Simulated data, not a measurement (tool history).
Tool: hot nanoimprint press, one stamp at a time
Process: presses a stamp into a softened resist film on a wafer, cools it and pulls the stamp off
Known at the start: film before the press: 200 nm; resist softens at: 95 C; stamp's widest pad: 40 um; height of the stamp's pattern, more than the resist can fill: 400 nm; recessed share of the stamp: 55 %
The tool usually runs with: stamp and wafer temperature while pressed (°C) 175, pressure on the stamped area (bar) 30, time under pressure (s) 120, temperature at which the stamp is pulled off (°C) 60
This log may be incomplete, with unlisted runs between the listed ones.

run   hour  stamp and wafer temperature while pressed (°C)  pressure on the stamped area (bar)  time under pressure (s)  temperature at which the stamp is pulled off (°C)  resist left under the stamp's widest pad (nm)  greatest force while the stamp is pulled off (N)
  1      0                                             175                                  30                      120                                                 60                                          106.1                                               164
  2   77.2                                             175                                  30                      120                                                 60                                          105.6                                               156
  3  159.5                                             175                                  30                      120                                                 60                                          105.3                                               165
  4  209.6                                             175                                  30                      120                                                 64                                          106.4                                               150
  5  268.7                                             175                                  30                      120                                                 64                                          106.9                                               150
  6  308.8                                             175                                  30                      120                                                 64                                          107.5                                               148
  7  397.4                                             175                                  30                      120                                                 55                                          107.2                                               176
  8  462.4                                             175                                  30                      120                                                 55                                          107.7                                               183
  9  510.5                                             175                                  30                      120                                                 55                                          107.9                                               187
 10  569.6                                             175                                28.8                       98                                                 60                                          116.1                                               157
 11    629                                             175                                28.8                      215                                                 60                                           88.9                                               164
 12  667.3                                             165                                31.3                      186                                                 57                                          115.9                                               176
 13  709.8                                             165                                35.6                      186                                                 57                                          108.1                                               175
 14  801.5                                             175                                  30                      115                                                 60                                          111.2                                               168
 15  877.6                                             175                                  30                      115                                                 60                                          109.8                                               170
 16  919.8                                             175                                44.3                      115                                                 55                                           93.8                                               181

Not shown: 8 entries that the log had between the listed runs. Between which runs, and how does the tool's hidden state differ before and after?
In the gap between runs 1 and 2: stamp cleaned and given a new release coat (hour 66.1)
  true temperature over the reading, C: 0.35 -> 0.42; pressure that arrives at the usual setting, %: 95.04 -> 94.66; grip of the stamp's worn release coat, % over a new coat's: 3.8 -> 0.4
  measured result minus the result with no hidden state, resist left under the stamp's widest pad (nm): +1.7 -> +1.7; greatest force while the stamp is pulled off (N): +5 -> -1
In the gap between runs 4 and 5: plate thermocouple calibrated (hour 227.7); stamp cleaned and given a new release coat (hour 233.7)
  true temperature over the reading, C: 0.56 -> 0.09; pressure that arrives at the usual setting, %: 93.89 -> 93.61; grip of the stamp's worn release coat, % over a new coat's: 5.6 -> 1.4
  measured result minus the result with no hidden state, resist left under the stamp's widest pad (nm): +1.9 -> +3; greatest force while the stamp is pulled off (N): +6 -> +2
In the gap between runs 6 and 7: stamp cleaned and given a new release coat (hour 395.8)
  true temperature over the reading, C: 0.14 -> 0.22; pressure that arrives at the usual setting, %: 93.38 -> 92.95; grip of the stamp's worn release coat, % over a new coat's: 2.9 -> 0.1
  measured result minus the result with no hidden state, resist left under the stamp's widest pad (nm): +3 -> +3; greatest force while the stamp is pulled off (N): +4 -> +0
In the gap between runs 9 and 10: stamp cleaned and given a new release coat (hour 558.6)
  true temperature over the reading, C: 0.34 -> 0.39; pressure that arrives at the usual setting, %: 92.31 -> 92.01; grip of the stamp's worn release coat, % over a new coat's: 4.5 -> 0.4
  measured result minus the result with no hidden state, resist left under the stamp's widest pad (nm): +3.2 -> +3.1; greatest force while the stamp is pulled off (N): +7 -> -1
In the gap between runs 13 and 14: stamp cleaned and given a new release coat (hour 722.2); plate thermocouple calibrated (hour 801.5)
  true temperature over the reading, C: 0.54 -> 0; pressure that arrives at the usual setting, %: 91.24 -> 90.79; grip of the stamp's worn release coat, % over a new coat's: 5.9 -> 3
  measured result minus the result with no hidden state, resist left under the stamp's widest pad (nm): +4 -> +4.8; greatest force while the stamp is pulled off (N): +8 -> +5
In the gap between runs 15 and 16: stamp cleaned and given a new release coat (hour 887.7)
  true temperature over the reading, C: 0.07 -> 0.11; pressure that arrives at the usual setting, %: 90.39 -> 90.2; grip of the stamp's worn release coat, % over a new coat's: 6 -> 1.2
  measured result minus the result with no hidden state, resist left under the stamp's widest pad (nm): +4.8 -> +6.9; greatest force while the stamp is pulled off (N): +9 -> +2

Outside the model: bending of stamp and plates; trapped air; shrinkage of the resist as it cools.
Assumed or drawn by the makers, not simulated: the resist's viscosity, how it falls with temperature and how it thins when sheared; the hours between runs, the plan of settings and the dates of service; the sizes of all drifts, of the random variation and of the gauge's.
